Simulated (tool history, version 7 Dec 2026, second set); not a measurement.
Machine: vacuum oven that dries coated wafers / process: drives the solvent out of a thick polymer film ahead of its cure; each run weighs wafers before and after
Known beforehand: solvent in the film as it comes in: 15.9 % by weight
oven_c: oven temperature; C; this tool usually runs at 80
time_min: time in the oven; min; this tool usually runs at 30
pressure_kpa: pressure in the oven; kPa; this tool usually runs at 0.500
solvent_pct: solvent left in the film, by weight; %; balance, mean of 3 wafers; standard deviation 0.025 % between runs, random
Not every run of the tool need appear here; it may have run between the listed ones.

{"run": 1, "hour": 0.0, "oven_c": 80, "time_min": 30, "pressure_kpa": 0.5, "solvent_pct": 0.86}
{"run": 2, "hour": 24.8, "oven_c": 80, "time_min": 30, "pressure_kpa": 0.5, "solvent_pct": 0.85}
{"run": 3, "hour": 57.4, "oven_c": 80, "time_min": 30, "pressure_kpa": 0.5, "solvent_pct": 0.89}
{"run": 4, "hour": 74.6, "oven_c": 80, "time_min": 30, "pressure_kpa": 0.5, "solvent_pct": 0.89}
{"run": 5, "hour": 92.3, "oven_c": 80, "time_min": 30, "pressure_kpa": 0.41, "solvent_pct": 0.84}
{"run": 6, "hour": 123.9, "oven_c": 80, "time_min": 30, "pressure_kpa": 0.308, "solvent_pct": 0.78}
{"run": 7, "hour": 142.6, "oven_c": 84, "time_min": 15, "pressure_kpa": 0.933, "solvent_pct": 2.17}
{"run": 8, "hour": 156.1, "oven_c": 84, "time_min": 15, "pressure_kpa": 0.933, "solvent_pct": 2.17}
{"run": 9, "hour": 179.0, "oven_c": 84, "time_min": 15, "pressure_kpa": 0.933, "solvent_pct": 2.17}
{"run": 10, "hour": 195.3, "oven_c": 67, "time_min": 18, "pressure_kpa": 0.504, "solvent_pct": 6.41}
{"run": 11, "hour": 216.5, "oven_c": 67, "time_min": 18, "pressure_kpa": 0.504, "solvent_pct": 6.35}
{"run": 12, "hour": 246.1, "oven_c": 82, "time_min": 24, "pressure_kpa": 1.21, "solvent_pct": 1.34}

Here are 5 independent what-if runs from the current tool condition. What would each one return?
{"run": "A", "hour": 263.1, "oven_c": 80, "time_min": 44, "pressure_kpa": 0.476, "solvent_pct": "?"}
{"run": "B", "hour": 263.1, "oven_c": 66, "time_min": 17, "pressure_kpa": 1.686, "solvent_pct": "?"}
{"run": "C", "hour": 263.1, "oven_c": 89, "time_min": 49, "pressure_kpa": 1.21, "solvent_pct": "?"}
{"run": "D", "hour": 263.1, "oven_c": 81, "time_min": 30, "pressure_kpa": 0.832, "solvent_pct": "?"}
{"run": "E", "hour": 263.1, "oven_c": 82, "time_min": 44, "pressure_kpa": 1.914, "solvent_pct": "?"}

run=A solvent_pct=0.45
run=B solvent_pct=7.59
run=C solvent_pct=0.52
run=D solvent_pct=0.92
run=E solvent_pct=1.07
With the hidden condition removed and each run's random variation left untouched, the same runs would have given:
run=A solvent_pct=0.45
run=B solvent_pct=7.60
run=C solvent_pct=0.52
run=D solvent_pct=0.92
run=E solvent_pct=1.07
